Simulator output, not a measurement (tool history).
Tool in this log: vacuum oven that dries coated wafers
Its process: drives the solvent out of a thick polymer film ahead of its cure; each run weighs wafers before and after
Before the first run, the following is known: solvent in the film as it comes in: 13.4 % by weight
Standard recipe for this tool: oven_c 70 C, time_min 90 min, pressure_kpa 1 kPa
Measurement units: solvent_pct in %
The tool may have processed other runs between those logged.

run,day,oven_c,time_min,pressure_kpa,solvent_pct
1,0,70,90,1,1.39
2,0.688,70,90,1,1.36
3,1.392,70,90,1,1.33
4,2.171,70,90,1,1.34
5,3.133,70,90,1,1.35
6,3.925,70,47,1,3.53
7,4.975,70,47,0.61,3.49
8,5.975,70,47,0.61,3.5
9,6.95,70,47,0.61,3.46
10,8.033,70,47,0.61,3.56
11,8.983,70,47,0.61,3.56
12,10.012,70,61,1,2.65
13,10.771,70,61,1,2.56
14,11.258,70,61,1,2.62
15,12.254,70,61,1,2.58
16,13.271,70,61,1,2.59
17,14.358,70,142,1,0.55
18,14.954,70,142,1,0.58
19,15.946,70,142,1,0.62
20,16.6,70,109,1,1
21,17.275,70,109,1,0.98
22,18.204,70,109,1,0.95
23,18.7,70,109,1,1.04
24,19.496,70,109,1,0.91
25,20.258,70,109,1,0.98
26,21.375,70,109,1,1.04
27,22.088,60,109,1.46,2.87
28,22.546,60,109,1.46,2.89
29,23.238,62,120,0.96,1.97
30,24.071,62,120,0.96,1.97
31,25.146,72,48,1,3.11
32,26.242,61,118,1,2.25
33,26.717,62,90,0.63,2.88
34,27.3,62,90,3,3.61
35,27.896,70,69,0.54,2.12
36,28.354,79,100,0.54,0.32
37,29.258,79,100,0.54,0.28
38,29.812,63,129,1.01,1.63
39,30.65,63,129,1.01,1.6
40,31.492,83,72,2.26,0.64
41,31.962,59,54,1.4,5.77
42,32.412,59,96,1.4,3.56
43,33.012,55,73,1,5.41
44,34.075,55,73,1,5.5
45,34.708,55,73,1,5.49
46,35.533,70,93,1.71,1.51
47,36.025,59,94,2.81,4.11

3 options for the next run, each taken on its own from the tool as it stands now. Forecast them:
A,36.867,56,53,1.08,?
B,36.867,70,90,3.03,?
C,36.867,78,61,2.81,?

run,solvent_pct
A,6.42
B,1.89
C,1.59
Stripped of hidden state, with their random variation kept, the same runs would have yielded:
run,solvent_pct
A,6.16
B,1.69
C,1.42

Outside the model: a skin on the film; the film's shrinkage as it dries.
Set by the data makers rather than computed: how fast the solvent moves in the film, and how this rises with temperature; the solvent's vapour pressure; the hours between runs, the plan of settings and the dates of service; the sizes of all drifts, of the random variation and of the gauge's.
